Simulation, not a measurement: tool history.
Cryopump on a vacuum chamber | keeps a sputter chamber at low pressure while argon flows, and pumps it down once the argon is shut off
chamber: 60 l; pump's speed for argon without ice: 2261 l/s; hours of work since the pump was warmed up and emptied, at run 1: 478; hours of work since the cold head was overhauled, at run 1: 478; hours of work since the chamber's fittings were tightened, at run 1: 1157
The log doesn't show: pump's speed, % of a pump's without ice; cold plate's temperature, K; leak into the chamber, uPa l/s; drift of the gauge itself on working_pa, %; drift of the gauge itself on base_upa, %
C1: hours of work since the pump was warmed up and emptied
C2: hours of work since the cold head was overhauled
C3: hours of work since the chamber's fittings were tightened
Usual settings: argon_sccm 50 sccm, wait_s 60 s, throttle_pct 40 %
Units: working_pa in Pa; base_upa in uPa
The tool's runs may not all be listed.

run 1 hour=0.0 | argon_sccm=50 wait_s=60 throttle_pct=40 | C1=478 C2=478 C3=1157 | working_pa=0.0995 base_upa=1.59
run 2 hour=23.3 | argon_sccm=50 wait_s=60 throttle_pct=40 | C1=496 C2=496 C3=1175 | working_pa=0.1005 base_upa=1.49
run 3 hour=47.1 | argon_sccm=25 wait_s=60 throttle_pct=40 | C1=515 C2=515 C3=1194 | working_pa=0.0500 base_upa=1.55
run 4 hour=76.1 | argon_sccm=25 wait_s=60 throttle_pct=40 | C1=538 C2=538 C3=1218 | working_pa=0.0513 base_upa=1.57
run 5 hour=98.1 | argon_sccm=98 wait_s=60 throttle_pct=40 | C1=556 C2=556 C3=1235 | working_pa=0.1996 base_upa=1.59
run 6 hour=111.5 | argon_sccm=98 wait_s=60 throttle_pct=38 | C1=567 C2=567 C3=1246 | working_pa=0.2103 base_upa=1.59
run 7 hour=124.1 | argon_sccm=98 wait_s=60 throttle_pct=38 | C1=577 C2=577 C3=1256 | working_pa=0.2084 base_upa=1.62
run 8 hour=153.0 | argon_sccm=98 wait_s=60 throttle_pct=38 | C1=600 C2=600 C3=1279 | working_pa=0.2103 base_upa=1.64
run 9 hour=180.8 | argon_sccm=61 wait_s=49 throttle_pct=24 | C1=622 C2=622 C3=1301 | working_pa=0.2029 base_upa=1.86
run 10 hour=202.0 | argon_sccm=61 wait_s=49 throttle_pct=15 | C1=639 C2=639 C3=1318 | working_pa=0.3160 base_upa=1.84
run 11 hour=230.9 | argon_sccm=61 wait_s=49 throttle_pct=15 | C1=662 C2=662 C3=1342 | working_pa=0.3175 base_upa=1.88
run 12 hour=256.6 | argon_sccm=44 wait_s=60 throttle_pct=40 | C1=683 C2=683 C3=1362 | working_pa=0.0917 base_upa=1.72
run 13 hour=269.5 | argon_sccm=77 wait_s=60 throttle_pct=55 | C1=693 C2=693 C3=1372 | working_pa=0.1213 base_upa=1.66
run 14 hour=295.8 | argon_sccm=78 wait_s=181 throttle_pct=28 | C1=714 C2=714 C3=1394 | working_pa=0.2271 base_upa=1.13

The same runs without the tool's hidden state, with the same run-to-run variation:
run=1 working_pa=0.0924 base_upa=1.04
run=2 working_pa=0.0931 base_upa=0.96
run=3 working_pa=0.0462 base_upa=0.99
run=4 working_pa=0.0472 base_upa=0.99
run=5 working_pa=0.1831 base_upa=0.99
run=6 working_pa=0.1934 base_upa=1.00
run=7 working_pa=0.1912 base_upa=1.01
run=8 working_pa=0.1922 base_upa=1.02
run=9 working_pa=0.1910 base_upa=1.20
run=10 working_pa=0.3037 base_upa=1.19
run=11 working_pa=0.3046 base_upa=1.21
run=12 working_pa=0.0820 base_upa=1.02
run=13 working_pa=0.1041 base_upa=0.97
run=14 working_pa=0.2088 base_upa=0.42
